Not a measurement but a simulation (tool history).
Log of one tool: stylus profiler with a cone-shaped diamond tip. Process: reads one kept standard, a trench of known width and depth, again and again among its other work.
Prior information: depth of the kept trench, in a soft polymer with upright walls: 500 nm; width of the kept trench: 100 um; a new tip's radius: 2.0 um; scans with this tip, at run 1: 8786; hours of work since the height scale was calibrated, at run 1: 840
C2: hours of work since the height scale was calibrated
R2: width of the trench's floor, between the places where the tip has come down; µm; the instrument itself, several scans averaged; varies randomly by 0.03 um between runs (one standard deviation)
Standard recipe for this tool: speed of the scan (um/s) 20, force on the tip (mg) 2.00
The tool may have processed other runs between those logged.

run 1 hour=0.0 | speed_of_the_scan_(um/s)=20 force_on_the_tip_(mg)=2.00 | scans_with_this_tip=8786 C2=840 | depth_of_the_trench_(Å)=5018.1 R2=96.63
run 2 hour=33.4 | speed_of_the_scan_(um/s)=20 force_on_the_tip_(mg)=1.85 | scans_with_this_tip=9028 C2=863 | depth_of_the_trench_(Å)=5015.4 R2=96.55
run 3 hour=69.9 | speed_of_the_scan_(um/s)=20 force_on_the_tip_(mg)=1.85 | scans_with_this_tip=9292 C2=888 | depth_of_the_trench_(Å)=5012.3 R2=96.58
run 4 hour=87.3 | speed_of_the_scan_(um/s)=52 force_on_the_tip_(mg)=2.00 | scans_with_this_tip=9418 C2=900 | depth_of_the_trench_(Å)=5016.0 R2=96.31
run 5 hour=116.9 | speed_of_the_scan_(um/s)=52 force_on_the_tip_(mg)=2.00 | scans_with_this_tip=9632 C2=920 | depth_of_the_trench_(Å)=5015.7 R2=96.31
run 6 hour=154.9 | speed_of_the_scan_(um/s)=52 force_on_the_tip_(mg)=2.00 | scans_with_this_tip=9906 C2=947 | depth_of_the_trench_(Å)=5016.1 R2=96.32
run 7 hour=192.8 | speed_of_the_scan_(um/s)=20 force_on_the_tip_(mg)=2.00 | scans_with_this_tip=10180 C2=973 | depth_of_the_trench_(Å)=5014.5 R2=96.52
run 8 hour=233.3 | speed_of_the_scan_(um/s)=20 force_on_the_tip_(mg)=4.30 | scans_with_this_tip=10473 C2=1001 | depth_of_the_trench_(Å)=5037.2 R2=96.45
run 9 hour=251.6 | speed_of_the_scan_(um/s)=20 force_on_the_tip_(mg)=4.30 | scans_with_this_tip=10606 C2=1013 | depth_of_the_trench_(Å)=5033.9 R2=96.52
run 10 hour=281.8 | speed_of_the_scan_(um/s)=20 force_on_the_tip_(mg)=2.00 | scans_with_this_tip=10824 C2=1034 | depth_of_the_trench_(Å)=5014.3 R2=96.45
run 11 hour=312.3 | speed_of_the_scan_(um/s)=20 force_on_the_tip_(mg)=2.00 | scans_with_this_tip=11044 C2=1055 | depth_of_the_trench_(Å)=5013.0 R2=96.47
run 12 hour=336.7 | speed_of_the_scan_(um/s)=20 force_on_the_tip_(mg)=2.00 | scans_with_this_tip=11221 C2=1072 | depth_of_the_trench_(Å)=5012.5 R2=96.43
-- hour=339.2 height scale calibrated on a step standard
run 13 hour=376.6 | speed_of_the_scan_(um/s)=20 force_on_the_tip_(mg)=2.00 | scans_with_this_tip=11505 C2=26 | depth_of_the_trench_(Å)=4998.7 R2=96.44
run 14 hour=404.2 | speed_of_the_scan_(um/s)=20 force_on_the_tip_(mg)=2.00 | scans_with_this_tip=11705 C2=45 | depth_of_the_trench_(Å)=4998.7 R2=96.42
-- hour=433.0 height scale calibrated on a step standard, once more
run 15 hour=446.9 | speed_of_the_scan_(um/s)=20 force_on_the_tip_(mg)=2.00 | scans_with_this_tip=12010 C2=10 | depth_of_the_trench_(Å)=5029.2 R2=96.39
run 16 hour=465.1 | speed_of_the_scan_(um/s)=72 force_on_the_tip_(mg)=2.00 | scans_with_this_tip=12142 C2=22 | depth_of_the_trench_(Å)=5029.6 R2=96.02
run 17 hour=502.7 | speed_of_the_scan_(um/s)=9 force_on_the_tip_(mg)=1.04 | scans_with_this_tip=12414 C2=48 | depth_of_the_trench_(Å)=5016.2 R2=96.48
run 18 hour=528.9 | speed_of_the_scan_(um/s)=9 force_on_the_tip_(mg)=1.04 | scans_with_this_tip=12603 C2=66 | depth_of_the_trench_(Å)=5019.4 R2=96.44
run 19 hour=569.5 | speed_of_the_scan_(um/s)=20 force_on_the_tip_(mg)=1.33 | scans_with_this_tip=12897 C2=94 | depth_of_the_trench_(Å)=5022.9 R2=96.31
run 20 hour=594.8 | speed_of_the_scan_(um/s)=27 force_on_the_tip_(mg)=2.00 | scans_with_this_tip=13080 C2=112 | depth_of_the_trench_(Å)=5026.6 R2=96.39
run 21 hour=618.6 | speed_of_the_scan_(um/s)=27 force_on_the_tip_(mg)=2.00 | scans_with_this_tip=13252 C2=128 | depth_of_the_trench_(Å)=5029.7 R2=96.33
run 22 hour=647.4 | speed_of_the_scan_(um/s)=27 force_on_the_tip_(mg)=2.00 | scans_with_this_tip=13460 C2=148 | depth_of_the_trench_(Å)=5027.7 R2=96.25
run 23 hour=676.9 | speed_of_the_scan_(um/s)=10 force_on_the_tip_(mg)=1.50 | scans_with_this_tip=13673 C2=169 | depth_of_the_trench_(Å)=5020.2 R2=96.37
run 24 hour=698.0 | speed_of_the_scan_(um/s)=21 force_on_the_tip_(mg)=2.00 | scans_with_this_tip=13826 C2=183 | depth_of_the_trench_(Å)=5027.3 R2=96.29
run 25 hour=734.3 | speed_of_the_scan_(um/s)=50 force_on_the_tip_(mg)=3.27 | scans_with_this_tip=14088 C2=208 | depth_of_the_trench_(Å)=5040.6 R2=96.16
run 26 hour=761.3 | speed_of_the_scan_(um/s)=9 force_on_the_tip_(mg)=2.88 | scans_with_this_tip=14284 C2=227 | depth_of_the_trench_(Å)=5035.8 R2=96.39

Expected results for the next run?
run 27 hour=800.6 | speed_of_the_scan_(um/s)=9 force_on_the_tip_(mg)=2.88 | scans_with_this_tip=14568 C2=254 | depth_of_the_trench_(Å)=? R2=?

{"run 27": {"depth of the trench (Å)": 5033.7, "R2": 96.34}}
Were there no unlogged condition in the tool, this run, its random variation unchanged, would have produced depth of the trench (Å) 5040.1, R2 97.29 µm.

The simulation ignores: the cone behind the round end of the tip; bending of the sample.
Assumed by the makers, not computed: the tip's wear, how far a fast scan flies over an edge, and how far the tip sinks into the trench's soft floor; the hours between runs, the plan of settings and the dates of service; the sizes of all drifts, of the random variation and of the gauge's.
